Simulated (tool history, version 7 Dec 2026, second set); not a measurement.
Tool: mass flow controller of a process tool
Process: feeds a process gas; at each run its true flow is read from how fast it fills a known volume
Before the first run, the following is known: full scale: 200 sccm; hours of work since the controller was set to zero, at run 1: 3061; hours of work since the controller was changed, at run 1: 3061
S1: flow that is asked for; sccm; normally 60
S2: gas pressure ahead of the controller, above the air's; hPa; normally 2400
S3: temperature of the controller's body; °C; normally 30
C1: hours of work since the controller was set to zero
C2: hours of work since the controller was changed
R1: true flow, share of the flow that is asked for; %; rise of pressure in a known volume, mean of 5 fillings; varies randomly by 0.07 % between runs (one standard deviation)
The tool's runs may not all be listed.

{"run": 1, "day": 0.0, "S1": 60, "S2": 2400, "S3": 30, "C1": 3061, "C2": 3061, "R1": 95.41}
{"run": 2, "day": 5.058, "S1": 60, "S2": 1450, "S3": 30, "C1": 3135, "C2": 3135, "R1": 95.8}
{"run": 3, "day": 8.762, "S1": 60, "S2": 2400, "S3": 30, "C1": 3188, "C2": 3188, "R1": 95.15}
{"run": 4, "day": 14.629, "S1": 60, "S2": 2400, "S3": 30, "C1": 3274, "C2": 3274, "R1": 95.06}
{"run": 5, "day": 20.438, "S1": 60, "S2": 2400, "S3": 30, "C1": 3359, "C2": 3359, "R1": 95.12}
{"run": 6, "day": 25.579, "S1": 33, "S2": 2400, "S3": 30, "C1": 3434, "C2": 3434, "R1": 92.78}
{"run": 7, "day": 31.5, "S1": 114, "S2": 2400, "S3": 30, "C1": 3520, "C2": 3520, "R1": 96.76}
{"run": 8, "day": 37.221, "S1": 114, "S2": 2400, "S3": 30, "C1": 3603, "C2": 3603, "R1": 96.6}
{"run": 9, "day": 42.975, "S1": 114, "S2": 2400, "S3": 30, "C1": 3687, "C2": 3687, "R1": 96.56}
{"run": 10, "day": 46.479, "S1": 114, "S2": 2400, "S3": 30, "C1": 3738, "C2": 3738, "R1": 96.54}
{"run": 11, "day": 52.858, "S1": 60, "S2": 2400, "S3": 30, "C1": 3831, "C2": 3831, "R1": 94.68}
{"run": 12, "day": 57.762, "S1": 60, "S2": 2400, "S3": 30, "C1": 3902, "C2": 3902, "R1": 94.61}
{"run": 13, "day": 63.188, "S1": 60, "S2": 2400, "S3": 30, "C1": 3982, "C2": 3982, "R1": 94.56}
{"run": 14, "day": 67.096, "S1": 60, "S2": 2400, "S3": 30, "C1": 4038, "C2": 4038, "R1": 94.48}
{"run": 15, "day": 72.562, "S1": 60, "S2": 1420, "S3": 30, "C1": 4118, "C2": 4118, "R1": 94.92}
{"run": 16, "day": 77.4, "S1": 60, "S2": 1420, "S3": 30, "C1": 4189, "C2": 4189, "R1": 94.98}
{"run": 17, "day": 81.2, "S1": 60, "S2": 1420, "S3": 30, "C1": 4244, "C2": 4244, "R1": 95.01}
{"run": 18, "day": 85.558, "S1": 60, "S2": 1420, "S3": 30, "C1": 4308, "C2": 4308, "R1": 94.9}
{"run": 19, "day": 91.392, "S1": 41, "S2": 2070, "S3": 21, "C1": 4392, "C2": 4392, "R1": 93.22}
{"run": 20, "day": 95.2, "S1": 41, "S2": 2070, "S3": 21, "C1": 4448, "C2": 4448, "R1": 93.18}
{"run": 21, "day": 100.904, "S1": 41, "S2": 2790, "S3": 21, "C1": 4531, "C2": 4531, "R1": 92.69}
{"run": 22, "day": 105.067, "S1": 47, "S2": 2790, "S3": 21, "C1": 4592, "C2": 4592, "R1": 93.17}
{"day": 105.512, "done": "controller's zero set anew"}
{"run": 23, "day": 110.658, "S1": 47, "S2": 2670, "S3": 21, "C1": 75, "C2": 4673, "R1": 91.76}
{"run": 24, "day": 114.521, "S1": 47, "S2": 2670, "S3": 21, "C1": 131, "C2": 4729, "R1": 91.68}
{"run": 25, "day": 118.1, "S1": 47, "S2": 2210, "S3": 24, "C1": 183, "C2": 4781, "R1": 91.64}
{"run": 26, "day": 123.45, "S1": 47, "S2": 2210, "S3": 24, "C1": 261, "C2": 4859, "R1": 91.58}
{"run": 27, "day": 127.05, "S1": 60, "S2": 1470, "S3": 32, "C1": 314, "C2": 4912, "R1": 93.2}
{"day": 132.288, "done": "controller's zero set anew, once more"}
{"run": 28, "day": 133.192, "S1": 49, "S2": 1960, "S3": 33, "C1": 13, "C2": 5001, "R1": 96.7}
{"run": 29, "day": 137.575, "S1": 49, "S2": 1960, "S3": 33, "C1": 77, "C2": 5065, "R1": 96.78}
{"run": 30, "day": 142.575, "S1": 49, "S2": 1960, "S3": 33, "C1": 150, "C2": 5138, "R1": 96.6}
{"run": 31, "day": 146.279, "S1": 49, "S2": 1960, "S3": 33, "C1": 204, "C2": 5192, "R1": 96.65}
{"run": 32, "day": 152.15, "S1": 36, "S2": 2320, "S3": 27, "C1": 289, "C2": 5277, "R1": 96.17}
{"run": 33, "day": 156.892, "S1": 60, "S2": 2400, "S3": 23, "C1": 359, "C2": 5346, "R1": 96.77}
{"run": 34, "day": 163.258, "S1": 93, "S2": 1870, "S3": 29, "C1": 451, "C2": 5439, "R1": 97.1}

For each run, the measured value with the value that run would have given without the tool's hidden condition subtracted. The run-to-run variation is shared by both, the gauge scatter possibly not:
The hidden state here: flow at rest that the sensor doesn't see, % of full scale; true flow over the shown one, %; drift of the gauge itself on true_pct, %.
run=1 R1=-2.42
run=2 R1=-2.49
run=3 R1=-2.53
run=4 R1=-2.6
run=5 R1=-2.67
run=6 R1=-4.43
run=7 R1=-1.79
run=8 R1=-1.84
run=9 R1=-1.89
run=10 R1=-1.91
run=11 R1=-3.05
run=12 R1=-3.12
run=13 R1=-3.18
run=14 R1=-3.22
run=15 R1=-3.28
run=16 R1=-3.34
run=17 R1=-3.39
run=18 R1=-3.43
run=19 R1=-4.73
run=20 R1=-4.79
run=21 R1=-4.87
run=22 R1=-4.43
run=23 R1=-5.99
run=24 R1=-6.05
run=25 R1=-6.09
run=26 R1=-6.16
run=27 R1=-5.09
run=28 R1=-1.03
run=29 R1=-1.09
run=30 R1=-1.17
run=31 R1=-1.22
run=32 R1=-1.38
run=33 R1=-1.31
run=34 R1=-1.29
